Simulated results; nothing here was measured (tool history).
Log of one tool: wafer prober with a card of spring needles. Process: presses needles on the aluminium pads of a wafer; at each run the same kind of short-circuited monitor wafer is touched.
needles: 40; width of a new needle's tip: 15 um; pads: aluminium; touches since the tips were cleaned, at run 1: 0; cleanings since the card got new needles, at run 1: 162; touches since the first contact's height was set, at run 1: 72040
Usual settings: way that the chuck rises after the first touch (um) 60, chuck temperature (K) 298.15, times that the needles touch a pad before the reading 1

run     day  way that the chuck rises after the first touch (um)  chuck temperature (K)  times that the needles touch a pad before the reading  touches since the tips were cleaned  cleanings since the card got new needles  touches since the first contact's height was set  resistance of one needle with its contact and lead (mohm)  way that a needle slides on the pad (um)
  1       0                                                   60                 298.15                                                      1                                    0                                       162                                             72040                                                        223                                     15.27
        0.2  -- tips cleaned on abrasive film
      0.404  -- tips cleaned on abrasive film
      0.604  -- tips cleaned on abrasive film
      0.804  -- tips cleaned on abrasive film
      1.054  -- tips cleaned on abrasive film
      1.254  -- tips cleaned on abrasive film
      1.508  -- tips cleaned on abrasive film
      1.708  -- tips cleaned on abrasive film
  2   1.767                                                   60                 298.15                                                      1                                  691                                       170                                             91830                                                        221                                     15.44
      1.921  -- tips cleaned on abrasive film
      2.121  -- tips cleaned on abrasive film
      2.321  -- tips cleaned on abrasive film
      2.525  -- tips cleaned on abrasive film
      2.725  -- tips cleaned on abrasive film
  3   2.767                                                   60                 298.15                                                      1                                  474                                       175                                            102978                                                        223                                      15.3
      2.967  -- tips cleaned on abrasive film
      3.167  -- tips cleaned on abrasive film
      3.371  -- tips cleaned on abrasive film
      3.571  -- tips cleaned on abrasive film
  4   3.704                                                   60                 298.15                                                      1                                 1520                                       179                                            113486                                                        224                                     15.25
      3.808  -- tips cleaned on abrasive film
      4.008  -- tips cleaned on abrasive film
      4.258  -- tips cleaned on abrasive film
      4.508  -- tips cleaned on abrasive film
      4.708  -- tips cleaned on abrasive film
      4.958  -- tips cleaned on abrasive film
      5.212  -- tips cleaned on abrasive film
      5.412  -- tips cleaned on abrasive film
      5.612  -- tips cleaned on abrasive film
  5   5.708                                                   60                 298.15                                                      1                                 1070                                       188                                            135901                                                        227                                     15.08
      5.858  -- tips cleaned on abrasive film
      6.058  -- tips cleaned on abrasive film
      6.262  -- tips cleaned on abrasive film
      6.512  -- tips cleaned on abrasive film
      6.712  -- tips cleaned on abrasive film
      6.912  -- tips cleaned on abrasive film
      7.162  -- tips cleaned on abrasive film
      7.367  -- tips cleaned on abrasive film
  6     7.5                                                   60                 298.15                                                      1                                 1514                                       196                                            155952                                                        226                                     14.87
        7.6  -- tips cleaned on abrasive film
        7.8  -- tips cleaned on abrasive film
      8.054  -- tips cleaned on abrasive film
      8.304  -- tips cleaned on abrasive film
      8.462  -- height of the first contact set anew
      8.567  -- tips cleaned on abrasive film
      8.817  -- tips cleaned on abrasive film
      9.067  -- tips cleaned on abrasive film
      9.317  -- tips cleaned on abrasive film
  7   9.454                                                   60                 298.15                                                      1                                 1563                                       204                                             11112                                                        225                                     15.85
      9.558  -- tips cleaned on abrasive film
      9.758  -- tips cleaned on abrasive film
      9.958  -- tips cleaned on abrasive film
     10.208  -- tips cleaned on abrasive film
     10.408  -- tips cleaned on abrasive film
     10.612  -- tips cleaned on abrasive film
     10.812  -- tips cleaned on abrasive film
  8  10.946                                                   60                 298.15                                                      1                                 1512                                       211                                             27791                                                        224                                     15.75
     11.046  -- tips cleaned on abrasive film
       11.3  -- tips cleaned on abrasive film
       11.5  -- tips cleaned on abrasive film
       11.7  -- tips cleaned on abrasive film
      11.95  -- tips cleaned on abrasive film
       12.2  -- tips cleaned on abrasive film
      12.45  -- tips cleaned on abrasive film
     12.654  -- tips cleaned on abrasive film
  9  12.838                                                   60                 298.15                                                      2                                 2090                                       219                                             48980                                                        224                                     15.85
     12.888  -- tips cleaned on abrasive film
     13.092  -- tips cleaned on abrasive film
     13.342  -- tips cleaned on abrasive film
     13.542  -- tips cleaned on abrasive film
     13.792  -- tips cleaned on abrasive film
     14.042  -- tips cleaned on abrasive film
     14.271  -- tips cleaned on abrasive film
 10  14.271                                                   60                 298.15                                                      1                                    0                                       226                                             65025                                                        220                                     15.21
     14.475  -- tips cleaned on abrasive film
     14.725  -- tips cleaned on abrasive film
     14.925  -- tips cleaned on abrasive film
     15.175  -- tips cleaned on abrasive film
     15.425  -- tips cleaned on abrasive film
     15.625  -- tips cleaned on abrasive film
 11  15.638                                                   60                 298.15                                                      1                                  107                                       232                                             80299                                                        223                                      15.2
     15.838  -- tips cleaned on abrasive film
     16.038  -- tips cleaned on abrasive film
     16.238  -- tips cleaned on abrasive film
     16.442  -- tips cleaned on abrasive film
     16.642  -- tips cleaned on abrasive film
     16.842  -- tips cleaned on abrasive film
     17.092  -- tips cleaned on abrasive film
     17.342  -- tips cleaned on abrasive film
     17.546  -- tips cleaned on abrasive film
 12  17.675                                                   49                 318.15                                                      1                                 1505                                       241                                            103153                                                        238                                     12.41
     17.779  -- tips cleaned on abrasive film
     17.979  -- tips cleaned on abrasive film
     18.183  -- tips cleaned on abrasive film
     18.383  -- tips cleaned on abrasive film
     18.583  -- tips cleaned on abrasive film
     18.783  -- tips cleaned on abrasive film
     18.988  -- tips cleaned on abrasive film
     19.238  -- tips cleaned on abrasive film
     19.438  -- tips cleaned on abrasive film
     19.638  -- tips cleaned on abrasive film
 13  19.762                                                   40                 298.15                                                      2                                 1425                                       251                                            126485                                                        239                                      9.84
     19.867  -- tips cleaned on abrasive film
     20.117  -- tips cleaned on abrasive film
     20.317  -- tips cleaned on abrasive film
     20.521  -- tips cleaned on abrasive film
     20.771  -- tips cleaned on abrasive film
     21.021  -- tips cleaned on abrasive film
     21.221  -- tips cleaned on abrasive film
     21.421  -- tips cleaned on abrasive film
 14  21.467                                                   40                 298.15                                                      2                                  484                                       259                                            145506                                                        235                                      9.42
     21.667  -- tips cleaned on abrasive film
     21.917  -- tips cleaned on abrasive film
     22.167  -- tips cleaned on abrasive film
     22.367  -- tips cleaned on abrasive film
     22.571  -- tips cleaned on abrasive film
     22.821  -- tips cleaned on abrasive film
     23.071  -- tips cleaned on abrasive film
     23.271  -- tips cleaned on abrasive film
     23.383  -- height of the first contact set anew
     23.533  -- tips cleaned on abrasive film
 15  23.662                                                   62                 345.15                                                      3                                 1488                                       268                                              3173                                                        235                                     16.24
     23.767  -- tips cleaned on abrasive film
     23.967  -- tips cleaned on abrasive film
     24.171  -- tips cleaned on abrasive film
     24.421  -- tips cleaned on abrasive film
     24.671  -- tips cleaned on abrasive film
     24.921  -- tips cleaned on abrasive film
     25.121  -- tips cleaned on abrasive film
 16  25.146                                                   62                 345.15                                                      3                                  270                                       275                                             19733                                                        234                                     16.64
     25.346  -- tips cleaned on abrasive film
     25.546  -- tips cleaned on abrasive film
      25.75  -- tips cleaned on abrasive film
      25.95  -- tips cleaned on abrasive film
       26.2  -- tips cleaned on abrasive film
       26.4  -- tips cleaned on abrasive film
      26.65  -- tips cleaned on abrasive film
       26.9  -- tips cleaned on abrasive film
 17    26.9                                                   41                 300.15                                                      2                                    0                                       283                                             39365                                                        227                                     10.69
      27.15  -- tips cleaned on abrasive film
      27.35  -- tips cleaned on abrasive film
     27.554  -- tips cleaned on abrasive film
     27.804  -- tips cleaned on abrasive film
     28.054  -- tips cleaned on abrasive film
     28.304  -- tips cleaned on abrasive film
 18  28.304                                                   41                 300.15                                                      2                                   23                                       289                                             55116                                                        229                                     10.56
     28.508  -- tips cleaned on abrasive film
     28.758  -- tips cleaned on abrasive film
     28.958  -- tips cleaned on abrasive film
     29.158  -- tips cleaned on abrasive film
     29.362  -- tips cleaned on abrasive film
     29.612  -- tips cleaned on abrasive film
     29.812  -- tips cleaned on abrasive film
     30.012  -- tips cleaned on abrasive film
     30.262  -- tips cleaned on abrasive film
 19  30.442                                                   41                 300.15                                                      2                                 2018                                       298                                             79048                                                        243                                     10.69
     30.496  -- tips cleaned on abrasive film
     30.696  -- tips cleaned on abrasive film
     30.946  -- tips cleaned on abrasive film
     31.196  -- tips cleaned on abrasive film
     31.446  -- tips cleaned on abrasive film
     31.696  -- tips cleaned on abrasive film
     31.946  -- tips cleaned on abrasive film
      32.15  -- tips cleaned on abrasive film
 20  32.238                                                   67                 343.15                                                      1                                 1032                                       306                                             99177                                                        234                                     17.24
     32.392  -- tips cleaned on abrasive film
     32.592  -- tips cleaned on abrasive film
     32.792  -- tips cleaned on abrasive film
     32.996  -- tips cleaned on abrasive film
     33.246  -- tips cleaned on abrasive film
     33.446  -- tips cleaned on abrasive film
     33.646  -- tips cleaned on abrasive film
      33.85  -- tips cleaned on abrasive film
      34.05  -- tips cleaned on abrasive film
     34.288  -- tips cleaned on abrasive film
 21  34.288                                                   67                 343.15                                                      1                                    0                                       316                                            122071                                                        230                                     16.82

4 ways to go on from here, each from the tool as it stands after run 21. What would each give?
     34.488  -- tips cleaned on abrasive film
     34.692  -- tips cleaned on abrasive film
     34.942  -- tips cleaned on abrasive film
     35.142  -- tips cleaned on abrasive film
     35.342  -- tips cleaned on abrasive film
  A  35.438                                                   43                 343.15                                                      2                                 1104                                       321                                            134971                                                          ?                                         ?
     34.488  -- tips cleaned on abrasive film
     34.692  -- tips cleaned on abrasive film
     34.942  -- tips cleaned on abrasive film
     35.142  -- tips cleaned on abrasive film
     35.342  -- tips cleaned on abrasive film
  B  35.438                                                   59                 311.15                                                      1                                 1104                                       321                                            134971                                                          ?                                         ?
     34.488  -- tips cleaned on abrasive film
     34.692  -- tips cleaned on abrasive film
     34.942  -- tips cleaned on abrasive film
     35.142  -- tips cleaned on abrasive film
     35.342  -- tips cleaned on abrasive film
  C  35.438                                                   50                 305.15                                                      2                                 1104                                       321                                            134971                                                          ?                                         ?
     34.488  -- tips cleaned on abrasive film
     34.692  -- tips cleaned on abrasive film
     34.942  -- tips cleaned on abrasive film
     35.142  -- tips cleaned on abrasive film
     35.342  -- tips cleaned on abrasive film
  D  35.438                                                   67                 364.15                                                      1                                 1104                                       321                                            134971                                                          ?                                         ?

run  resistance of one needle with its contact and lead (mohm)  way that a needle slides on the pad (um)
  A                                                        248                                     10.28
  B                                                        232                                     14.52
  C                                                        231                                     12.26
  D                                                        238                                     17.11
Without the tool's hidden state the same runs would have given:
run  resistance of one needle with its contact and lead (mohm)  way that a needle slides on the pad (um)
  A                                                        229                                     11.38
  B                                                        218                                      15.6
  C                                                        217                                     13.35
  D                                                        226                                     18.21
